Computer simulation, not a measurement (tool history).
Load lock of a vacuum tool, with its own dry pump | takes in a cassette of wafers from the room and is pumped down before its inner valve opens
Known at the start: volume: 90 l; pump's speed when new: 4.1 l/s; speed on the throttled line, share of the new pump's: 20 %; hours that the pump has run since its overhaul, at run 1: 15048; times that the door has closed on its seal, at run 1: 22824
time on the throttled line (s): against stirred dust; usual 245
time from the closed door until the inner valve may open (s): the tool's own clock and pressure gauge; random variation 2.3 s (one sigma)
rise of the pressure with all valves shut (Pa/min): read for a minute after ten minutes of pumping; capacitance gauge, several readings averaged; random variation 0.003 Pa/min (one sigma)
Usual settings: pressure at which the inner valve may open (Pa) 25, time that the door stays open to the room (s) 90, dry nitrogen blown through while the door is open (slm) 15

run,day,time on the throttled line (s),pressure at which the inner valve may open (Pa),time that the door stays open to the room (s),dry nitrogen blown through while the door is open (slm),hours that the pump has run since its overhaul,times that the door has closed on its seal,"incoming humidity of the room's air, %",time from the closed door until the inner valve may open (s),rise of the pressure with all valves shut (Pa/min)
1,0.000,245,25,90,15,15048,22824,45.1,407.7,0.072
2,10.242,245,25,90,15,15293,23291,44.6,408.1,0.074
3,33.138,260,25,90,15,15843,24335,43.2,421.9,0.069
4,43.329,260,25,90,15,16088,24800,46.2,421.9,0.077
5,64.746,260,25,90,15,16602,25776,43.2,425.3,0.079
6,79.462,260,25,90,15,16955,26447,46.9,425.8,0.078
# day 102.200: dry pump taken out, an overhauled one fitted
7,102.792,260,25,90,24,14,27500,44.9,392.8,0.080
8,121.338,245,25,90,15,459,28346,41.5,381.0,0.085
9,132.767,245,25,90,15,734,28867,46.5,376.4,0.090
10,156.271,245,25,90,15,1298,29939,45.1,381.9,0.092
11,171.500,245,25,90,15,1663,30633,43.6,382.1,0.093
12,191.521,245,23,90,15,2144,31546,45.4,382.0,0.105
13,203.217,334,23,90,33,2424,32080,44.9,462.1,0.093
14,221.783,299,23,30,24,2870,32926,46.5,428.7,0.089
15,235.625,480,31,46,24,3202,33558,46.6,570.5,0.090
16,250.096,480,31,46,24,3550,34218,42.5,568.3,0.093

3 ways to go on from here, each from the tool as it stands after run 16. What would each give?
A,266.817,304,31,90,23,3951,34980,45.7,?,?
B,266.817,245,25,90,15,3951,34980,43.1,?,?
C,266.817,172,33,46,32,3951,34980,41.1,?,?

run,time from the closed door until the inner valve may open (s),rise of the pressure with all valves shut (Pa/min)
A,427.9,0.107
B,385.0,0.113
C,324.7,0.098
Without the tool's hidden state the same runs would have given:
run,time from the closed door until the inner valve may open (s),rise of the pressure with all valves shut (Pa/min)
A,421.7,0.018
B,377.9,0.026
C,317.1,0.011
